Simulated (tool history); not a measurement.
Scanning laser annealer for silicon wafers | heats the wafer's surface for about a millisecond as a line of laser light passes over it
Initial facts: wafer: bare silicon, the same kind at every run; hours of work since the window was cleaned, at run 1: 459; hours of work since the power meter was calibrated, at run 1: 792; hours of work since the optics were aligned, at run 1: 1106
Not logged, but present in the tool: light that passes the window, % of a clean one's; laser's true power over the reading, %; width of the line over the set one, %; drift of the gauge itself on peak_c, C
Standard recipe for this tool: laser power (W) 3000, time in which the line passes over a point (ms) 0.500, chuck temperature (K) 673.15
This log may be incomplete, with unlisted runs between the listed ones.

run   hour  laser power (W)  time in which the line passes over a point (ms)  chuck temperature (K)  hours of work since the window was cleaned  hours of work since the power meter was calibrated  hours of work since the optics were aligned  highest temperature of the surface (K)
  1    0.0             3000                                            0.500                 673.15                                         459                                                 792                                         1106                                 1460.15
      21.4  -- optics aligned, line set to its width
  2   35.7             3000                                            0.500                 675.15                                         478                                                 811                                            9                                 1478.15
  3   56.7             3000                                            0.500                 675.15                                         491                                                 824                                           22                                 1476.15
  4   80.4             3000                                            0.500                 673.15                                         506                                                 839                                           37                                 1473.15
  5   98.9             3000                                            0.609                 673.15                                         518                                                 851                                           49                                 1548.15
  6  113.2             3000                                            0.609                 673.15                                         527                                                 860                                           58                                 1548.15
  7  138.9             3201                                            0.609                 673.15                                         543                                                 876                                           74                                 1601.15
  8  155.5             3201                                            0.609                 673.15                                         554                                                 887                                           84                                 1603.15
     178.4  -- window over the wafer cleaned
  9  178.4             2609                                            0.500                 673.15                                           0                                                 900                                           98                                 1397.15
 10  207.2             2609                                            0.500                 673.15                                          18                                                 918                                          116                                 1394.15
 11  222.8             3000                                            0.500                 673.15                                          28                                                 928                                          125                                 1496.15
 12  238.2             3000                                            0.500                 673.15                                          38                                                 937                                          135                                 1494.15
 13  260.9             3000                                            0.500                 687.15                                          52                                                 952                                          150                                 1508.15
 14  280.0             3000                                            0.423                 673.15                                          64                                                 964                                          162                                 1432.15
 15  296.7             3000                                            0.423                 673.15                                          74                                                 974                                          172                                 1429.15
 16  317.5             2564                                            0.500                 673.15                                          88                                                 987                                          185                                 1381.15
 17  332.1             3000                                            0.500                 673.15                                          97                                                 996                                          194                                 1492.15
 18  351.4             3000                                            0.500                 673.15                                         109                                                1009                                          207                                 1489.15
 19  377.6             3000                                            0.392                 673.15                                         125                                                1025                                          223                                 1402.15
 20  396.6             3000                                            0.392                 673.15                                         137                                                1037                                          235                                 1406.15
 21  421.0             3000                                            0.351                 676.15                                         153                                                1052                                          250                                 1368.15
 22  445.5             3000                                            0.351                 676.15                                         168                                                1068                                          266                                 1366.15
 23  464.3             3000                                            0.351                 676.15                                         180                                                1080                                          278                                 1366.15
 24  487.8             2612                                            0.500                 690.15                                         195                                                1095                                          292                                 1402.15
 25  519.7             2612                                            0.500                 690.15                                         215                                                1115                                          312                                 1402.15
 26  549.6             2910                                            0.421                 690.15                                         234                                                1133                                          331                                 1417.15
 27  579.7             2597                                            0.361                 701.15                                         253                                                1152                                          350                                 1308.15
 28  599.7             3140                                            0.397                 675.15                                         265                                                1165                                          363                                 1431.15
 29  620.1             2687                                            0.419                 679.15                                         278                                                1178                                          376                                 1349.15
 30  634.5             3120                                            0.500                 655.15                                         287                                                1187                                          385                                 1489.15
 31  648.6             3120                                            0.500                 655.15                                         296                                                1196                                          394                                 1489.15
 32  669.9             3120                                            0.500                 655.15                                         309                                                1209                                          407                                 1490.15
 33  687.4             3120                                            0.595                 709.15                                         320                                                1220                                          418                                 1615.15
 34  714.8             2846                                            0.432                 709.15                                         338                                                1237                                          435                                 1423.15
 35  736.2             2800                                            0.409                 673.15                                         351                                                1251                                          449                                 1359.15
 36  759.7             3265                                            0.500                 673.15                                         366                                                1266                                          464                                 1533.15
 37  788.8             3161                                            0.500                 703.15                                         384                                                1284                                          482                                 1543.15
 38  814.4             3161                                            0.500                 703.15                                         400                                                1300                                          498                                 1540.15
 39  836.6             3000                                            0.500                 681.15                                         414                                                1314                                          512                                 1477.15
 40  853.1             2777                                            0.500                 673.15                                         425                                                1325                                          522                                 1412.15

Below are 3 alternative next runs, each starting from the tool's condition after run 40. Predict each:
  A  881.8             2777                                            0.500                 656.15                                         443                                                1343                                          540                                       ?
  B  881.8             2564                                            0.588                 673.15                                         443                                                1343                                          540                                       ?
  C  881.8             2968                                            0.471                 686.15                                         443                                                1343                                          540                                       ?

run  highest temperature of the surface (K)
  A                                 1393.15
  B                                 1409.15
  C                                 1450.15
What these runs would have given with no unlogged condition in the tool:
run  highest temperature of the surface (K)
  A                                 1428.15
  B                                 1444.15
  C                                 1486.15
